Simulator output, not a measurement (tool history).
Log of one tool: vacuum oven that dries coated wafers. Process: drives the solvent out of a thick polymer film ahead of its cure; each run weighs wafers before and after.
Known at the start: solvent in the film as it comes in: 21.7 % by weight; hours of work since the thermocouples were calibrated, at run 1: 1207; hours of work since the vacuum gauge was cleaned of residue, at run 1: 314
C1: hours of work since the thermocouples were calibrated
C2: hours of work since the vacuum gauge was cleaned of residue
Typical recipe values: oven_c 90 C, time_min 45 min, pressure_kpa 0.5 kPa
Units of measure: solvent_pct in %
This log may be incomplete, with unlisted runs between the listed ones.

Run 1, hour 0: usual settings; C1 1207; C2 314. Result: solvent_pct 2.91 %.
Run 2, hour 28.1: usual settings; C1 1219; C2 327. Result: solvent_pct 2.95 %.
Run 3, hour 71.5: usual settings; C1 1239; C2 347. Result: solvent_pct 2.95 %.
Run 4, hour 117.1: usual settings; C1 1260; C2 368. Result: solvent_pct 2.91 %.
Run 5, hour 154.9: usual settings but oven_c 94 C; C1 1277; C2 385. Result: solvent_pct 2.05 %.
Run 6, hour 199.6: usual settings but oven_c 94 C; C1 1298; C2 405. Result: solvent_pct 2.03 %.
Run 7, hour 234.6: usual settings but time_min 56 min; C1 1314; C2 421. Result: solvent_pct 1.95 %.
Run 8, hour 257: usual settings but time_min 56 min; C1 1324; C2 431. Result: solvent_pct 1.96 %.
Run 9, hour 300.1: usual settings but pressure_kpa 0.387 kPa; C1 1344; C2 451. Result: solvent_pct 2.85 %.
Run 10, hour 328: usual settings but pressure_kpa 0.387 kPa; C1 1357; C2 464. Result: solvent_pct 2.86 %.
Run 11, hour 357.7: usual settings but pressure_kpa 0.387 kPa; C1 1370; C2 478. Result: solvent_pct 2.87 %.
Run 12, hour 390.9: usual settings but pressure_kpa 0.939 kPa; C1 1385; C2 493. Result: solvent_pct 3.08 %.
At hour 430.3: oven's thermocouples calibrated.
Run 13, hour 436.8: usual settings but pressure_kpa 0.939 kPa; C1 3; C2 513. Result: solvent_pct 3.13 %.
Run 14, hour 472.9: usual settings; C1 19; C2 529. Result: solvent_pct 2.94 %.
Run 15, hour 515.4: usual settings; C1 39; C2 549. Result: solvent_pct 2.95 %.
Run 16, hour 545.8: usual settings; C1 53; C2 563. Result: solvent_pct 2.93 %.
Run 17, hour 595.6: usual settings; C1 76; C2 585. Result: solvent_pct 2.93 %.
Run 18, hour 632: usual settings; C1 92; C2 602. Result: solvent_pct 2.95 %.
Run 19, hour 653.5: usual settings; C1 102; C2 612. Result: solvent_pct 2.94 %.
Run 20, hour 686.8: usual settings; C1 117; C2 627. Result: solvent_pct 2.95 %.
Run 21, hour 720: usual settings but oven_c 98 C, time_min 42 min, pressure_kpa 0.493 kPa; C1 132; C2 642. Result: solvent_pct 1.58 %.
Run 22, hour 771.9: usual settings but oven_c 98 C, time_min 42 min, pressure_kpa 0.493 kPa; C1 156; C2 666. Result: solvent_pct 1.56 %.
Run 23, hour 800.7: usual settings but oven_c 76 C, pressure_kpa 0.805 kPa; C1 169; C2 679. Result: solvent_pct 7.37 %.
Run 24, hour 830.4: usual settings but oven_c 76 C, pressure_kpa 0.805 kPa; C1 183; C2 693. Result: solvent_pct 7.39 %.
Run 25, hour 876.4: usual settings but oven_c 98 C, pressure_kpa 0.58 kPa; C1 204; C2 714. Result: solvent_pct 1.39 %.
Run 26, hour 913.2: usual settings but oven_c 98 C, pressure_kpa 0.58 kPa; C1 221; C2 731. Result: solvent_pct 1.34 %.
Run 27, hour 942.8: usual settings but oven_c 88 C, time_min 81 min, pressure_kpa 0.485 kPa; C1 234; C2 744. Result: solvent_pct 1.1 %.
At hour 947.4: vacuum gauge cleaned of residue and calibrated.
Run 28, hour 982: usual settings but oven_c 88 C, time_min 23 min, pressure_kpa 0.48 kPa; C1 252; C2 16. Result: solvent_pct 7.57 %.
Run 29, hour 1019.2: usual settings but oven_c 88 C, time_min 23 min, pressure_kpa 0.48 kPa; C1 269; C2 33. Result: solvent_pct 7.59 %.
Run 30, hour 1053.6: usual settings but oven_c 102 C, time_min 58 min, pressure_kpa 1.208 kPa; C1 284; C2 49. Result: solvent_pct 0.69 %.
Run 31, hour 1096.4: usual settings but time_min 66 min, pressure_kpa 0.31 kPa; C1 304; C2 68. Result: solvent_pct 1.38 %.
Run 32, hour 1136.9: usual settings but oven_c 78 C, time_min 37 min, pressure_kpa 0.313 kPa; C1 322; C2 87. Result: solvent_pct 7.74 %.
At hour 1152.4: vacuum gauge cleaned of residue and calibrated, once more.
Run 33, hour 1174.7: usual settings but oven_c 92 C, time_min 52 min, pressure_kpa 1.949 kPa; C1 339; C2 10. Result: solvent_pct 2.3 %.
Run 34, hour 1196.9: usual settings but oven_c 93 C, time_min 48 min; C1 349; C2 20. Result: solvent_pct 1.88 %.
Run 35, hour 1232: usual settings but oven_c 84 C, time_min 25 min, pressure_kpa 0.36 kPa; C1 365; C2 36. Result: solvent_pct 8.15 %.
Run 36, hour 1255.4: usual settings but oven_c 85 C, time_min 66 min, pressure_kpa 0.828 kPa; C1 376; C2 47. Result: solvent_pct 2.33 %.
Run 37, hour 1304.6: usual settings but oven_c 102 C, pressure_kpa 0.863 kPa; C1 398; C2 70. Result: solvent_pct 0.86 %.
Run 38, hour 1343.1: usual settings but oven_c 102 C, pressure_kpa 0.863 kPa; C1 416; C2 87. Result: solvent_pct 0.85 %.
Run 39, hour 1389: usual settings but oven_c 91 C, time_min 46 min, pressure_kpa 1.329 kPa; C1 437; C2 108. Result: solvent_pct 2.74 %.

A few steps of solvent_pct between consecutive runs. Split each: what settings, incoming material and random variation would produce without the hidden state, and what is left over for the hidden state, along with gauge scatter present in only one of the two compared results (measured, and without hidden state):
The hidden state here: true wafer temperature over the reading, C; true pressure over the reading, kPa; drift of the gauge itself on solvent_pct, %.
Run 27 -> 28: time_min 81 -> 23, pressure_kpa 0.485 -> 0.48, vacuum gauge cleaned of residue and calibrated. solvent_pct +6.47 %: hidden state -0.05, all else +6.52.
Run 29 -> 30: oven_c 88 -> 102, time_min 23 -> 58, pressure_kpa 0.48 -> 1.208. solvent_pct -6.9 %: hidden state +0.1, all else -7.
Run 31 -> 32: oven_c 90 -> 78, time_min 66 -> 37, pressure_kpa 0.31 -> 0.313. solvent_pct +6.36 %: hidden state -0.07, all else +6.43.
Run 32 -> 33: oven_c 78 -> 92, time_min 37 -> 52, pressure_kpa 0.313 -> 1.949, vacuum gauge cleaned of residue and calibrated, once more. solvent_pct -5.44 %: hidden state -0.13, all else -5.31.
Run 38 -> 39: oven_c 102 -> 91, time_min 45 -> 46, pressure_kpa 0.863 -> 1.329. solvent_pct +1.89 %: hidden state -0.08, all else +1.97.

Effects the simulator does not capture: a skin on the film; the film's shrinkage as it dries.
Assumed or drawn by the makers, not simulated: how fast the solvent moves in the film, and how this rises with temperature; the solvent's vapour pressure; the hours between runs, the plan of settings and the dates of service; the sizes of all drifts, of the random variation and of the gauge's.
